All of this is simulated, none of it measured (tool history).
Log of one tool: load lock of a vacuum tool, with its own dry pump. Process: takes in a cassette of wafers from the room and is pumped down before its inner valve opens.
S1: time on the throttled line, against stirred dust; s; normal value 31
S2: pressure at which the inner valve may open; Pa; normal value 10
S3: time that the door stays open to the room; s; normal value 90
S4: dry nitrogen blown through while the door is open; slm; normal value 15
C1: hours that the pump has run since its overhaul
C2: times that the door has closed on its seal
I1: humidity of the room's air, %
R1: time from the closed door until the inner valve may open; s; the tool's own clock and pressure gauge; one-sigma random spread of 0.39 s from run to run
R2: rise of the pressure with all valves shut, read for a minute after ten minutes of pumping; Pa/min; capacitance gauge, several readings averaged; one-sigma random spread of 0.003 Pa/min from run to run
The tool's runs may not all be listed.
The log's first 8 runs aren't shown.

run 9 day=95.571 | S1=31 S2=10 S3=47 S4=15 | C1=12852 C2=10314 | I1=45.5 | R1=57.3 R2=0.137
run 10 day=107.262 | S1=31 S2=10 S3=47 S4=15 | C1=13132 C2=11342 | I1=45.0 | R1=57.1 R2=0.153
run 11 day=117.825 | S1=31 S2=10 S3=47 S4=15 | C1=13386 C2=12272 | I1=41.6 | R1=57.8 R2=0.166
run 12 day=128.833 | S1=31 S2=10 S3=29 S4=15 | C1=13650 C2=13240 | I1=46.6 | R1=57.4 R2=0.172
run 13 day=142.521 | S1=31 S2=9 S3=90 S4=15 | C1=13978 C2=14444 | I1=45.8 | R1=59.1 R2=0.223
run 14 day=151.779 | S1=31 S2=10 S3=90 S4=15 | C1=14201 C2=15258 | I1=46.2 | R1=58.3 R2=0.238
run 15 day=159.612 | S1=31 S2=10 S3=90 S4=15 | C1=14389 C2=15947 | I1=44.8 | R1=57.8 R2=0.243
run 16 day=170.450 | S1=31 S2=10 S3=90 S4=15 | C1=14649 C2=16901 | I1=42.5 | R1=57.9 R2=0.262
run 17 day=179.817 | S1=31 S2=10 S3=90 S4=15 | C1=14874 C2=17724 | I1=43.6 | R1=58.8 R2=0.270
run 18 day=188.829 | S1=31 S2=10 S3=90 S4=15 | C1=15090 C2=18517 | I1=46.8 | R1=58.2 R2=0.300
run 19 day=202.679 | S1=31 S2=10 S3=30 S4=15 | C1=15422 C2=19735 | I1=45.4 | R1=58.0 R2=0.296
run 20 day=210.733 | S1=21 S2=14 S3=65 S4=7 | C1=15616 C2=20444 | I1=41.6 | R1=48.8 R2=0.326
run 21 day=226.692 | S1=31 S2=10 S3=64 S4=8 | C1=15999 C2=21848 | I1=38.8 | R1=58.6 R2=0.358
run 22 day=235.158 | S1=31 S2=14 S3=64 S4=15 | C1=16202 C2=22592 | I1=45.5 | R1=57.3 R2=0.372
run 23 day=244.496 | S1=31 S2=10 S3=64 S4=18 | C1=16426 C2=23413 | I1=46.0 | R1=59.2 R2=0.399
run 24 day=256.312 | S1=31 S2=10 S3=64 S4=18 | C1=16709 C2=24453 | I1=40.8 | R1=59.5 R2=0.420
run 25 day=272.154 | S1=43 S2=17 S3=90 S4=15 | C1=17090 C2=25846 | I1=46.6 | R1=66.2 R2=0.463
run 26 day=281.692 | S1=43 S2=17 S3=90 S4=15 | C1=17319 C2=26685 | I1=43.6 | R1=66.8 R2=0.484
run 27 day=293.558 | S1=43 S2=17 S3=90 S4=15 | C1=17603 C2=27729 | I1=46.9 | R1=67.4 R2=0.514
run 28 day=301.600 | S1=21 S2=11 S3=95 S4=24 | C1=17796 C2=28437 | I1=43.7 | R1=51.0 R2=0.524
run 29 day=316.662 | S1=21 S2=11 S3=213 S4=24 | C1=18158 C2=29761 | I1=45.9 | R1=51.6 R2=0.592
run 30 day=328.421 | S1=31 S2=17 S3=30 S4=26 | C1=18440 C2=30796 | I1=48.7 | R1=57.7 R2=0.572
run 31 day=341.238 | S1=23 S2=9 S3=77 S4=9 | C1=18748 C2=31923 | I1=44.0 | R1=54.2 R2=0.640

Run 32 has not been measured yet. What should we expect?
run 32 day=356.717 | S1=23 S2=13 S3=106 S4=19 | C1=19119 C2=33285 | I1=44.8 | R1=? R2=?

{"run 32": {"R1": 52.3, "R2": 0.695}}
The same run, on a tool lacking any hidden state, would have yielded R1 46.3 s, R2 0.043 Pa/min.

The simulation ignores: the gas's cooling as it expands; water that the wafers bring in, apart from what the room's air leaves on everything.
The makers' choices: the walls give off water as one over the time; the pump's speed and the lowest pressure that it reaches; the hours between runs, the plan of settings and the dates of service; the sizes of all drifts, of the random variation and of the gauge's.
